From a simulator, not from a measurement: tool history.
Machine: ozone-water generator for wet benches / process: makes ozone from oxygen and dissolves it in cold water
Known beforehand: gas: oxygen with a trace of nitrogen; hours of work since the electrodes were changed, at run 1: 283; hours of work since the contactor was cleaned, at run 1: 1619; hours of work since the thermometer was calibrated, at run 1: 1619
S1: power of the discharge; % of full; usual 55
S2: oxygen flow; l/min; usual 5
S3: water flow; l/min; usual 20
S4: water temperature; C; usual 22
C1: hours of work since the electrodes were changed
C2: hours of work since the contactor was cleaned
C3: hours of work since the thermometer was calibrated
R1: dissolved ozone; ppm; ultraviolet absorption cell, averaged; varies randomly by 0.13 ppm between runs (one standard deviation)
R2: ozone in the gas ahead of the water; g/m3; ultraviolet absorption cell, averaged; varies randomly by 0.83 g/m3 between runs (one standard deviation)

Run 1, hour 0: usual settings; C1 283; C2 1619; C3 1619. Result: R1 14.6 ppm, R2 130.7 g/m3.
Run 2, hour 47.4: usual settings; C1 320; C2 1655; C3 1655. Result: R1 14.3 ppm, R2 131.4 g/m3.
Run 3, hour 104.7: usual settings; C1 364; C2 1699; C3 1699. Result: R1 14.4 ppm, R2 130.1 g/m3.
Run 4, hour 167.1: usual settings; C1 411; C2 1747; C3 1747. Result: R1 14.3 ppm, R2 130.9 g/m3.
Run 5, hour 228.2: usual settings; C1 458; C2 1794; C3 1794. Result: R1 14.6 ppm, R2 130.6 g/m3.
Run 6, hour 269.3: usual settings; C1 490; C2 1825; C3 1825. Result: R1 14.7 ppm, R2 130.2 g/m3.
Run 7, hour 344.8: usual settings; C1 548; C2 1883; C3 1883. Result: R1 14.2 ppm, R2 130.2 g/m3.
Run 8, hour 408.1: usual settings; C1 596; C2 1931; C3 1931. Result: R1 14.6 ppm, R2 129.8 g/m3.
Run 9, hour 475.8: usual settings; C1 648; C2 1983; C3 1983. Result: R1 14 ppm, R2 130.8 g/m3.
Run 10, hour 522: usual settings; C1 683; C2 2019; C3 2019. Result: R1 14.4 ppm, R2 130.1 g/m3.
Run 11, hour 570.4: usual settings; C1 721; C2 2056; C3 2056. Result: R1 14.5 ppm, R2 130.1 g/m3.
Run 12, hour 622.5: usual settings but S3 21 l/min; C1 760; C2 2096; C3 2096. Result: R1 14 ppm, R2 130 g/m3.
Run 13, hour 708.1: usual settings but S3 21 l/min; C1 826; C2 2161; C3 2161. Result: R1 13.7 ppm, R2 130.2 g/m3.
Run 14, hour 761.4: usual settings but S3 21 l/min; C1 867; C2 2202; C3 2202. Result: R1 13.6 ppm, R2 128.9 g/m3.
Run 15, hour 847.9: usual settings but S3 21 l/min; C1 933; C2 2269; C3 2269. Result: R1 13.6 ppm, R2 127.5 g/m3.
Run 16, hour 924: usual settings; C1 992; C2 2327; C3 2327. Result: R1 14.4 ppm, R2 129.9 g/m3.
Run 17, hour 988.7: usual settings; C1 1041; C2 2376; C3 2376. Result: R1 14.3 ppm, R2 129.4 g/m3.
Run 18, hour 1059.4: usual settings but S3 17 l/min; C1 1095; C2 2431; C3 2431. Result: R1 16 ppm, R2 130.1 g/m3.
Run 19, hour 1138: usual settings but S3 31 l/min, S4 17 C; C1 1156; C2 2491; C3 2491. Result: R1 10.2 ppm, R2 127.2 g/m3.
Run 20, hour 1211.9: usual settings but S3 19 l/min, S4 19 C; C1 1212; C2 2548; C3 2548. Result: R1 15.4 ppm, R2 128.7 g/m3.
Run 21, hour 1270.5: usual settings but S3 19 l/min, S4 19 C; C1 1257; C2 2593; C3 2593. Result: R1 15.4 ppm, R2 130.2 g/m3.
Run 22, hour 1342.2: usual settings but S1 61 % of full, S4 20 C; C1 1312; C2 2647; C3 2647. Result: R1 15.8 ppm, R2 139.3 g/m3.
Run 23, hour 1379.6: usual settings; C1 1341; C2 2676; C3 2676. Result: R1 13.9 ppm, R2 127.1 g/m3.
Run 24, hour 1433.8: usual settings but S2 2.56 l/min, S3 25 l/min; C1 1382; C2 2718; C3 2718. Result: R1 11 ppm, R2 184.9 g/m3.
Run 25, hour 1477.9: usual settings but S2 2.56 l/min, S3 25 l/min; C1 1416; C2 2751; C3 2751. Result: R1 10.7 ppm, R2 185.8 g/m3.
Run 26, hour 1556.6: usual settings but S2 2.56 l/min, S3 25 l/min; C1 1476; C2 2812; C3 2812. Result: R1 10.8 ppm, R2 186.6 g/m3.
Run 27, hour 1615.8: usual settings but S2 4.68 l/min, S3 25 l/min; C1 1522; C2 2857; C3 2857. Result: R1 11.6 ppm, R2 133.7 g/m3.
Run 28, hour 1692.8: usual settings but S1 41 % of full; C1 1581; C2 2916; C3 2916. Result: R1 11.1 ppm, R2 101.5 g/m3.
Run 29, hour 1777.5: usual settings but S1 41 % of full, S2 8.14 l/min, S4 27 C; C1 1646; C2 2981; C3 2981. Result: R1 9.8 ppm, R2 76.9 g/m3.
Run 30, hour 1844.5: usual settings but S1 83 % of full, S2 8.14 l/min, S4 14 C; C1 1697; C2 3032; C3 3032. Result: R1 21.2 ppm, R2 133.7 g/m3.
Run 31, hour 1901.4: usual settings but S1 88 % of full, S3 16 l/min, S4 14 C; C1 1741; C2 3076; C3 3076. Result: R1 27.2 ppm, R2 185 g/m3.
Run 32, hour 1972.6: usual settings but S1 45 % of full, S4 27 C; C1 1795; C2 3131; C3 3131. Result: R1 10.8 ppm, R2 107.7 g/m3.
Run 33, hour 2008.7: usual settings but S2 6.24 l/min, S3 18 l/min; C1 1823; C2 3158; C3 3158. Result: R1 14.6 ppm, R2 113.4 g/m3.

For each run, the measured value with the value that run would have given without the tool's hidden condition subtracted. The run-to-run variation is shared by both, the gauge scatter possibly not:
Hidden conditions of the tool in this case: yield of the discharge, % of new electrodes'; contactor's efficiency, % of a clean one's; true water temperature over the reading, C; drift of the gauge itself on ozone_ppm, %; drift of the gauge itself on gas_g_m3, %.
run    R1     R2
  1  -0.4   -1.3
  2  -0.4   -1.4
  3  -0.4   -1.5
  4  -0.5   -1.7
  5  -0.4   -1.7
  6  -0.4   -1.8
  7  -0.5     -2
  8  -0.5   -2.1
  9  -0.6   -2.2
 10  -0.5   -2.3
 11  -0.6   -2.3
 12  -0.6   -2.5
 13  -0.6   -2.6
 14  -0.6   -2.7
 15  -0.6   -2.9
 16  -0.6     -3
 17  -0.7   -3.2
 18  -0.8   -3.4
 19  -0.6   -3.5
 20  -0.8   -3.6
 21  -0.8   -3.7
 22    -1   -4.6
 23  -0.8   -3.9
 24  -0.7   -5.8
 25  -0.7     -6
 26  -0.6   -6.1
 27  -0.8   -4.6
 28  -0.6   -2.5
 29  -0.5     -2
 30  -1.8   -7.2
 31  -2.3  -10.5
 32  -0.7   -3.4
 33    -1   -4.5
